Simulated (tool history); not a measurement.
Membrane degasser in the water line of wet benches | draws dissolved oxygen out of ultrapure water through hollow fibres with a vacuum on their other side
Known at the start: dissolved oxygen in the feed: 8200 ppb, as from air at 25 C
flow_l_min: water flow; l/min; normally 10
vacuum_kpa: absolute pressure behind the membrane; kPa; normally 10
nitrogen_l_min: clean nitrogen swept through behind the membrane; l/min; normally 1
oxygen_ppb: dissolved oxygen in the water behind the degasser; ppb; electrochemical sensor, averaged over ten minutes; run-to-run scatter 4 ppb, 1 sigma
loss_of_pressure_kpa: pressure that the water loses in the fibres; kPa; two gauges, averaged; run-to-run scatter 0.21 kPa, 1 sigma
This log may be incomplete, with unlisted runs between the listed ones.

| run | day | flow_l_min | vacuum_kpa | nitrogen_l_min | oxygen_ppb | loss_of_pressure_kpa |
|---|---|---|---|---|---|---|
| 1 | 0 | 10 | 10 | 1 | 410.5 | 51.12 |
| 2 | 1.933 | 10 | 10 | 1 | 412.9 | 50.88 |
| 3 | 5.238 | 10 | 10 | 1 | 405.6 | 51.14 |
| 4 | 6.675 | 10 | 10 | 1 | 393.5 | 51.4 |
|  | 7.892 | vacuum gauge calibrated |
| 5 | 10.017 | 10 | 10 | 1 | 405.9 | 51.24 |
| 6 | 11.471 | 10 | 10 | 1 | 409.1 | 51.28 |
| 7 | 14.738 | 10 | 10 | 2.47 | 328 | 51.38 |
| 8 | 16.912 | 10 | 10 | 2.47 | 320 | 51.06 |
| 9 | 19.512 | 10 | 10 | 2.47 | 315.3 | 51 |
| 10 | 22.438 | 10 | 10 | 2.47 | 318.4 | 51.32 |
| 11 | 23.812 | 10 | 10 | 2.47 | 318.4 | 51.35 |
|  | 24.975 | vacuum gauge calibrated, once more |
| 12 | 25.492 | 10 | 10 | 2.47 | 322.3 | 51.28 |
| 13 | 26.879 | 10 | 10 | 1 | 411 | 51.26 |
| 14 | 30.012 | 10 | 14.8 | 1 | 516.8 | 51.45 |
| 15 | 31.704 | 10 | 14.8 | 1 | 521.1 | 51.59 |
| 16 | 33.367 | 10 | 17.1 | 1 | 556.9 | 51.77 |
| 17 | 34.779 | 9 | 19.5 | 1 | 545.9 | 46.15 |
| 18 | 36.683 | 9 | 12 | 2.14 | 300.3 | 46.13 |
| 19 | 39.275 | 6 | 7.3 | 2.99 | 109.2 | 30.93 |
| 20 | 41.825 | 6 | 7.3 | 2.99 | 109 | 31.15 |
| 21 | 44.662 | 15 | 22.3 | 0.45 | 1557.3 | 76.89 |
| 22 | 47.283 | 7 | 8 | 1 | 205.8 | 35.94 |
| 23 | 50.079 | 10 | 10.6 | 1 | 424.9 | 51.24 |
| 24 | 51.925 | 13 | 16.1 | 1.94 | 604.3 | 66.36 |
| 25 | 53.879 | 7 | 9.8 | 1.11 | 225.7 | 36.26 |
| 26 | 57.221 | 9 | 10 | 1 | 352.4 | 46.01 |
| 27 | 58.754 | 7 | 11.6 | 0.95 | 278.1 | 36.21 |
| 28 | 60.467 | 7 | 24.4 | 2.03 | 307.1 | 35.99 |
| 29 | 63.217 | 7 | 24.4 | 2.03 | 314.6 | 35.98 |
| 30 | 65.492 | 15 | 20.7 | 0.91 | 1063 | 77.31 |
| 31 | 66.942 | 15 | 20.7 | 0.91 | 1069.5 | 77.29 |
| 32 | 68.704 | 12 | 10 | 1 | 527.9 | 62.19 |

Branching from run 32: 3 alternative next runs. What would each branch give?
| A | 70.208 | 16 | 10 | 1.67 | ? | ? |
| B | 70.208 | 10 | 10.3 | 1 | ? | ? |
| C | 70.208 | 7 | 9.8 | 0.77 | ? | ? |

| run | oxygen_ppb | loss_of_pressure_kpa |
|---|---|---|
| A | 677.4 | 81.9 |
| B | 423.2 | 51.63 |
| C | 271.8 | 36.14 |
Without the tool's hidden state the same runs would have given:
| run | oxygen_ppb | loss_of_pressure_kpa |
|---|---|---|
| A | 657.2 | 80.95 |
| B | 406.6 | 51.04 |
| C | 257.8 | 35.73 |

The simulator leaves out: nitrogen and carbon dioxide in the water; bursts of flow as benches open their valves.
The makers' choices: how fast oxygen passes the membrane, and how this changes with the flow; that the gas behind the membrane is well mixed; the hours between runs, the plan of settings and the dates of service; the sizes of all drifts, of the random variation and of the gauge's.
